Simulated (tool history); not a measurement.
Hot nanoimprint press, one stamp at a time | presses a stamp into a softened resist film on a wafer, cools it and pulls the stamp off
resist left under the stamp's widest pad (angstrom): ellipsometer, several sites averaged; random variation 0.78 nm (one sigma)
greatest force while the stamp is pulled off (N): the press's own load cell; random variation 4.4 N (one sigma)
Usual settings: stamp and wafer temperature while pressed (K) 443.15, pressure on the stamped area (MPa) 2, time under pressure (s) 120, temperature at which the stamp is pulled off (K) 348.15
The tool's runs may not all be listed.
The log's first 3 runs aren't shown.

run   hour  stamp and wafer temperature while pressed (K)  pressure on the stamped area (MPa)  time under pressure (s)  temperature at which the stamp is pulled off (K)  hours of work since the thermocouple was calibrated  imprints on the stamp's release coat  hours of work since the press's seals were changed  resist left under the stamp's widest pad (angstrom)  greatest force while the stamp is pulled off (N)
  4   95.5                                         443.15                                   2                      120                                            348.15                                                  257                                  2166                                                 113                                                 1717                                               273
     134.7  -- stamp cleaned and given a new release coat
  5  138.5                                         443.15                                   2                      120                                            348.15                                                  284                                    12                                                 139                                                 1699                                               212
  6  172.5                                         443.15                                   2                       69                                            348.15                                                  309                                   117                                                 164                                                 2060                                               221
  7  196.1                                         443.15                                   2                       69                                            348.15                                                  326                                   190                                                 181                                                 2084                                               224
  8  218.6                                         443.15                                   2                       69                                            348.15                                                  343                                   259                                                 198                                                 2081                                               229
  9  238.7                                         443.15                                   2                       69                                            348.15                                                  357                                   322                                                 213                                                 2081                                               232
 10  272.5                                         443.15                                   2                       69                                            348.15                                                  382                                   426                                                 237                                                 2084                                               224
     297.1  -- plate thermocouple calibrated
 11  307.8                                         443.15                                   2                       69                                            348.15                                                    8                                   526                                                 261                                                 2116                                               229
 12  324.4                                         436.15                                   2                       69                                            348.15                                                   20                                   577                                                 273                                                 2594                                               228
 13  346.2                                         436.15                                   2                       69                                            348.15                                                   36                                   644                                                 289                                                 2603                                               236
 14    371                                         443.15                                   2                      120                                            348.15                                                   54                                   721                                                 307                                                 1796                                               228
 15  391.2                                         443.15                                   2                      120                                            355.15                                                   69                                   783                                                 321                                                 1789                                               212
 16  420.2                                         443.15                                   2                      120                                            348.15                                                   90                                   873                                                 343                                                 1802                                               248
 17  435.9                                         443.15                                   2                       65                                            350.15                                                  101                                   921                                                 354                                                 2165                                               227
 18  471.8                                         443.15                                   2                       65                                            350.15                                                  127                                  1032                                                 380                                                 2204                                               239
     489.5  -- plate thermocouple calibrated, once more
 19  490.6                                         443.15                                2.19                      189                                            348.15                                                    1                                  1081                                                 392                                                 1384                                               241
 20  512.8                                         443.15                                2.19                      189                                            348.15                                                   17                                  1150                                                 408                                                 1378                                               239
 21  545.7                                         443.15                                2.16                      216                                            333.15                                                   41                                  1251                                                 432                                                 1335                                               302
 22  565.3                                         443.15                                2.06                      120                                            348.15                                                   55                                  1312                                                 446                                                 1694                                               243
 23  585.9                                         435.15                                2.06                       94                                            340.15                                                   70                                  1376                                                 461                                                 2387                                               289
 24  609.5                                         435.15                                2.06                       94                                            340.15                                                   87                                  1448                                                 478                                                 2405                                               280
 25  624.5                                         443.15                                2.19                       96                                            347.15                                                   98                                  1495                                                 489                                                 1788                                               255
 26  644.6                                         436.15                                2.57                       99                                            348.15                                                  113                                  1557                                                 504                                                 2122                                               257
 27  678.2                                         442.15                                1.83                       99                                            346.15                                                  138                                  1661                                                 528                                                 1974                                               268

Forecast run 28:
 28  703.9                                         438.15                                2.32                      120                                            348.15                                                  156                                  1740                                                 547                                                    ?                                                 ?

Run 28 gave resist left under the stamp's widest pad (angstrom) 1945, greatest force while the stamp is pulled off (N) 261.
Without the tool's hidden state the same run would have given resist left under the stamp's widest pad (angstrom) 1892, greatest force while the stamp is pulled off (N) 215.
